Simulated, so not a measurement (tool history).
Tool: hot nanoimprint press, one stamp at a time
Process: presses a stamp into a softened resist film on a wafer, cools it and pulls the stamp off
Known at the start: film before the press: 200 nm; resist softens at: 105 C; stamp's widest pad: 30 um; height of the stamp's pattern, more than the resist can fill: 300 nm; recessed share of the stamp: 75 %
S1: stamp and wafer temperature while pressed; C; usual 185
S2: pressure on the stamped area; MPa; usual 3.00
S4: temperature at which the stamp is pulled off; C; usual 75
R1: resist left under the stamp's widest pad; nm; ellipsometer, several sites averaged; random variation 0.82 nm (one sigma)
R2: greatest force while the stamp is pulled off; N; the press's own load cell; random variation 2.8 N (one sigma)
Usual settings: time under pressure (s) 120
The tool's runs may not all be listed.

{"run": 1, "hour": 0.0, "S1": 185, "S2": 3.0, "time under pressure (s)": 120, "S4": 75, "R1": 115.1, "R2": 148}
{"run": 2, "hour": 41.8, "S1": 185, "S2": 3.0, "time under pressure (s)": 120, "S4": 66, "R1": 112.8, "R2": 185}
{"run": 3, "hour": 81.2, "S1": 185, "S2": 3.0, "time under pressure (s)": 120, "S4": 66, "R1": 113.9, "R2": 191}
{"hour": 129.9, "done": "press's hydraulic seals changed and the load cell set to zero"}
{"run": 4, "hour": 132.8, "S1": 185, "S2": 3.0, "time under pressure (s)": 106, "S4": 66, "R1": 116.3, "R2": 200}
{"run": 5, "hour": 189.9, "S1": 185, "S2": 3.0, "time under pressure (s)": 106, "S4": 66, "R1": 115.7, "R2": 217}
{"run": 6, "hour": 229.3, "S1": 185, "S2": 2.13, "time under pressure (s)": 106, "S4": 66, "R1": 130.7, "R2": 234}
{"hour": 249.2, "done": "stamp cleaned and given a new release coat"}
{"run": 7, "hour": 295.6, "S1": 185, "S2": 3.0, "time under pressure (s)": 120, "S4": 75, "R1": 113.3, "R2": 137}
{"run": 8, "hour": 340.0, "S1": 185, "S2": 3.0, "time under pressure (s)": 120, "S4": 75, "R1": 112.8, "R2": 152}
{"run": 9, "hour": 397.0, "S1": 185, "S2": 2.93, "time under pressure (s)": 120, "S4": 75, "R1": 116.2, "R2": 153}
{"run": 10, "hour": 423.1, "S1": 185, "S2": 2.93, "time under pressure (s)": 120, "S4": 70, "R1": 116.5, "R2": 176}
{"run": 11, "hour": 471.2, "S1": 185, "S2": 3.0, "time under pressure (s)": 133, "S4": 75, "R1": 111.7, "R2": 176}
{"run": 12, "hour": 507.4, "S1": 185, "S2": 3.0, "time under pressure (s)": 120, "S4": 75, "R1": 116.5, "R2": 182}
{"run": 13, "hour": 569.4, "S1": 185, "S2": 2.76, "time under pressure (s)": 120, "S4": 75, "R1": 119.1, "R2": 195}
{"run": 14, "hour": 596.1, "S1": 185, "S2": 2.76, "time under pressure (s)": 120, "S4": 75, "R1": 119.8, "R2": 200}
{"hour": 615.9, "done": "stamp cleaned and given a new release coat"}
{"run": 15, "hour": 655.9, "S1": 185, "S2": 2.76, "time under pressure (s)": 120, "S4": 75, "R1": 121.2, "R2": 141}
{"hour": 662.3, "done": "plate thermocouple calibrated"}
{"run": 16, "hour": 706.1, "S1": 174, "S2": 3.0, "time under pressure (s)": 173, "S4": 75, "R1": 135.2, "R2": 145}
{"run": 17, "hour": 758.0, "S1": 185, "S2": 3.0, "time under pressure (s)": 120, "S4": 81, "R1": 112.2, "R2": 141}
{"run": 18, "hour": 811.0, "S1": 185, "S2": 3.0, "time under pressure (s)": 112, "S4": 78, "R1": 115.3, "R2": 154}
{"run": 19, "hour": 836.9, "S1": 181, "S2": 3.54, "time under pressure (s)": 82, "S4": 81, "R1": 134.2, "R2": 154}
{"run": 20, "hour": 863.5, "S1": 185, "S2": 3.0, "time under pressure (s)": 101, "S4": 72, "R1": 119.6, "R2": 188}
{"run": 21, "hour": 910.1, "S1": 190, "S2": 2.26, "time under pressure (s)": 70, "S4": 66, "R1": 130.5, "R2": 210}
{"run": 22, "hour": 968.8, "S1": 190, "S2": 2.26, "time under pressure (s)": 70, "S4": 66, "R1": 132.0, "R2": 227}
{"hour": 987.1, "done": "stamp cleaned and given a new release coat"}
{"run": 23, "hour": 1026.7, "S1": 187, "S2": 4.57, "time under pressure (s)": 206, "S4": 71, "R1": 76.1, "R2": 143}
{"run": 24, "hour": 1089.7, "S1": 193, "S2": 3.0, "time under pressure (s)": 93, "S4": 75, "R1": 102.9, "R2": 153}
{"run": 25, "hour": 1147.2, "S1": 193, "S2": 3.0, "time under pressure (s)": 93, "S4": 75, "R1": 104.1, "R2": 164}
{"run": 26, "hour": 1174.9, "S1": 193, "S2": 3.0, "time under pressure (s)": 93, "S4": 75, "R1": 103.4, "R2": 168}
{"run": 27, "hour": 1217.9, "S1": 181, "S2": 2.41, "time under pressure (s)": 152, "S4": 60, "R1": 129.2, "R2": 215}
{"run": 28, "hour": 1270.6, "S1": 174, "S2": 4.31, "time under pressure (s)": 120, "S4": 75, "R1": 140.6, "R2": 188}

5 ways to go on from here, each from the tool as it stands after run 28. What would each give?
{"run": "A", "hour": 1330.2, "S1": 194, "S2": 2.62, "time under pressure (s)": 120, "S4": 75, "R1": "?", "R2": "?"}
{"run": "B", "hour": 1330.2, "S1": 174, "S2": 1.81, "time under pressure (s)": 120, "S4": 75, "R1": "?", "R2": "?"}
{"run": "C", "hour": 1330.2, "S1": 196, "S2": 4.31, "time under pressure (s)": 120, "S4": 66, "R1": "?", "R2": "?"}
{"run": "D", "hour": 1330.2, "S1": 185, "S2": 3.9, "time under pressure (s)": 78, "S4": 66, "R1": "?", "R2": "?"}
{"run": "E", "hour": 1330.2, "S1": 188, "S2": 4.31, "time under pressure (s)": 120, "S4": 75, "R1": "?", "R2": "?"}

run=A R1=96.6 R2=200
run=B R1=167.1 R2=199
run=C R1=75.2 R2=236
run=D R1=126.8 R2=236
run=E R1=97.5 R2=204
Without the tool's hidden state the same runs would have given:
run=A R1=88.5 R2=130
run=B R1=160.3 R2=128
run=C R1=67.2 R2=153
run=D R1=116.3 R2=153
run=E R1=87.5 R2=132

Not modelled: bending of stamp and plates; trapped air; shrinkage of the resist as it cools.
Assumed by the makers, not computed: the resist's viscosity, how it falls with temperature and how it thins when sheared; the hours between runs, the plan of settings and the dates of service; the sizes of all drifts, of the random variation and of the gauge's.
